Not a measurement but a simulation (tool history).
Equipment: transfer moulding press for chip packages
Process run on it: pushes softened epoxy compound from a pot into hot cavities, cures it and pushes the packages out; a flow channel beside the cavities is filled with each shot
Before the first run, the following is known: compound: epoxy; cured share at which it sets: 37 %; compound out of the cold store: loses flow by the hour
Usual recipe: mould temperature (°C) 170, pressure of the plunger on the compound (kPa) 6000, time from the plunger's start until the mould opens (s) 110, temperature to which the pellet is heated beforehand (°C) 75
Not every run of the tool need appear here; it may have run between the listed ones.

run	hour	mould temperature (°C)	pressure of the plunger on the compound (kPa)	time from the plunger's start until the mould opens (s)	temperature to which the pellet is heated beforehand (°C)	incoming compound's hours out of the cold store	length that the compound runs in the flow channel (mm)	greatest force on the pins that push the packages out (N)
1	0	170	6000	110	75	16.3	842	296
2	11	170	6000	110	75	47.6	717	295
# hour 18.1: cavities cleaned with cleaning compound and waxed
3	23.5	170	6000	110	75	17.5	841	289
4	33.6	170	6000	110	75	9.5	875	302
5	43	170	6000	110	75	11.1	866	298
6	50.3	170	5120	110	75	38.4	691	296
7	60.9	170	5120	110	75	47.6	653	293
8	67.9	170	5120	110	75	45.5	667	290
# hour 76: cavities cleaned with cleaning compound and waxed
9	81.1	170	4680	110	75	27	696	290
10	97.2	170	6000	110	75	42.1	736	287
11	110.9	170	6000	110	80	26.8	794	299
12	126.3	170	6000	144	80	31.3	777	269
# hour 133.4: cavities cleaned with cleaning compound and waxed
13	136.7	170	5670	144	80	33.4	746	288
14	143.4	170	5670	144	80	35.8	731	273
15	152.8	170	6000	100	75	47.7	716	300
16	163.6	178	6000	110	83	44.3	708	273
17	172.6	167	6000	119	75	8.4	897	316
18	188	167	4510	91	80	14.9	742	443
# hour 190.9: cavities cleaned with cleaning compound and waxed
19	202.6	167	4510	91	80	46.7	634	388
20	214.8	167	4510	91	80	47	628	383
21	227.8	174	5620	128	78	20.3	783	279
22	240.2	167	6000	135	75	19.8	841	279
# hour 248.6: cavities cleaned with cleaning compound and waxed
23	254.6	175	6490	127	74	45.1	742	276
24	269.8	175	6490	127	74	16.9	848	291
25	284.4	174	5900	110	75	34.1	750	281
# hour 297.1: plunger's sealing rings changed
26	297.6	172	6000	110	67	27.4	785	288
# hour 308.1: cavities cleaned with cleaning compound and waxed
27	310.6	172	6000	110	67	19.4	826	292
28	317.3	168	6400	104	72	37.8	782	326

Forecast each of these 4 alternatives for the next run:
A	332.8	168	6960	104	72	40.8	?	?
B	332.8	173	6370	111	72	20.8	?	?
C	332.8	168	6400	127	83	42.1	?	?
D	332.8	168	6400	143	73	37	?	?

run	length that the compound runs in the flow channel (mm)	greatest force on the pins that push the packages out (N)
A	802	317
B	833	282
C	766	290
D	786	280
With the hidden condition removed and each run's random variation left untouched, the same runs would have given:
run	length that the compound runs in the flow channel (mm)	greatest force on the pins that push the packages out (N)
A	802	314
B	834	279
C	767	287
D	786	277
